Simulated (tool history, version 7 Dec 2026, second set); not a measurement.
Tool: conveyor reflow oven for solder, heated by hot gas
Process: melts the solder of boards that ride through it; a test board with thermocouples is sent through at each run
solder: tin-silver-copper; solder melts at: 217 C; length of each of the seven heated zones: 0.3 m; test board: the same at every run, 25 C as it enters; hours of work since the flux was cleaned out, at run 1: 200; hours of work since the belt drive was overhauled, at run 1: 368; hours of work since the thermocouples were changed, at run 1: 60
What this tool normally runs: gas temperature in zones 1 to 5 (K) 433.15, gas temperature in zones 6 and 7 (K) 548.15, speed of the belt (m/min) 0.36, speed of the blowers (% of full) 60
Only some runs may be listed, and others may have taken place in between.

| run | hour | gas temperature in zones 1 to 5 (K) | gas temperature in zones 6 and 7 (K) | speed of the belt (m/min) | speed of the blowers (% of full) | hours of work since the flux was cleaned out | hours of work since the belt drive was overhauled | hours of work since the thermocouples were changed | highest temperature of the board (K) | time above the solder's melting point (s) |
|---|---|---|---|---|---|---|---|---|---|---|
| 1 | 0 | 433.15 | 548.15 | 0.36 | 60 | 200 | 368 | 60 | 531.14 | 74.8 |
| 2 | 12.9 | 421.15 | 548.15 | 0.36 | 60 | 207 | 375 | 67 | 529.16 | 68.8 |
| 3 | 23.5 | 439.15 | 548.15 | 0.36 | 60 | 213 | 381 | 73 | 532.15 | 78 |
| 4 | 46.5 | 433.15 | 548.15 | 0.36 | 53 | 226 | 394 | 85 | 529.55 | 73.1 |
| 5 | 59.4 | 433.15 | 548.15 | 0.36 | 53 | 233 | 401 | 93 | 529.49 | 73 |
| 6 | 69.8 | 433.15 | 548.15 | 0.36 | 53 | 238 | 407 | 98 | 529.56 | 72.7 |
| 7 | 82.8 | 433.15 | 548.15 | 0.36 | 53 | 246 | 414 | 106 | 529.54 | 73 |
| 8 | 103.7 | 433.15 | 548.15 | 0.36 | 60 | 257 | 425 | 117 | 531.09 | 74.6 |
| 9 | 125.8 | 433.15 | 548.15 | 0.36 | 60 | 269 | 438 | 129 | 531.09 | 74.4 |
|  | 148.3 | flux residue cleaned out of gas plates and filters |
| 10 | 153.9 | 433.15 | 539.15 | 0.342 | 60 | 3 | 450 | 142 | 524.41 | 72.9 |
| 11 | 168.3 | 424.15 | 543.15 | 0.36 | 82 | 11 | 458 | 150 | 528.66 | 70.6 |
| 12 | 184.4 | 424.15 | 552.15 | 0.36 | 60 | 20 | 467 | 159 | 532.85 | 72.8 |
|  | 206.4 | flux residue cleaned out of gas plates and filters, once more |
| 13 | 208.1 | 425.15 | 559.15 | 0.412 | 66 | 1 | 477 | 169 | 536.31 | 65.9 |
| 14 | 232.2 | 433.15 | 537.15 | 0.36 | 54 | 14 | 491 | 182 | 520.6 | 64.5 |
| 15 | 242.6 | 432.15 | 548.15 | 0.36 | 69 | 20 | 496 | 188 | 533.35 | 76.9 |
| 16 | 254.1 | 432.15 | 556.15 | 0.36 | 69 | 26 | 503 | 194 | 540.7 | 82.1 |
| 17 | 277.1 | 431.15 | 560.15 | 0.36 | 80 | 39 | 516 | 207 | 546.19 | 85.3 |
| 18 | 300.8 | 433.15 | 559.15 | 0.36 | 80 | 52 | 529 | 220 | 545.57 | 85.4 |

Consider 5 possible next runs. They are alternatives, not a sequence: every one starts from the tool as it was left by run 18. What does each give?
| A | 319.4 | 433.15 | 561.15 | 0.409 | 60 | 62 | 539 | 230 | ? | ? |
| B | 319.4 | 437.15 | 559.15 | 0.36 | 55 | 62 | 539 | 230 | ? | ? |
| C | 319.4 | 448.15 | 539.15 | 0.36 | 54 | 62 | 539 | 230 | ? | ? |
| D | 319.4 | 433.15 | 538.15 | 0.36 | 76 | 62 | 539 | 230 | ? | ? |
| E | 319.4 | 424.15 | 548.15 | 0.398 | 60 | 62 | 539 | 230 | ? | ? |

| run | highest temperature of the board (K) | time above the solder's melting point (s) |
|---|---|---|
| A | 538.18 | 69.8 |
| B | 541.23 | 83.9 |
| C | 524.9 | 75.5 |
| D | 525.36 | 71.1 |
| E | 526.21 | 59.8 |
Take away the tool's hidden state, keep each run's random variation, and the runs would have read:
| run | highest temperature of the board (K) | time above the solder's melting point (s) |
|---|---|---|
| A | 538.08 | 69.4 |
| B | 541 | 83.3 |
| C | 524.61 | 74.9 |
| D | 525.17 | 70.8 |
| E | 526.11 | 59.5 |
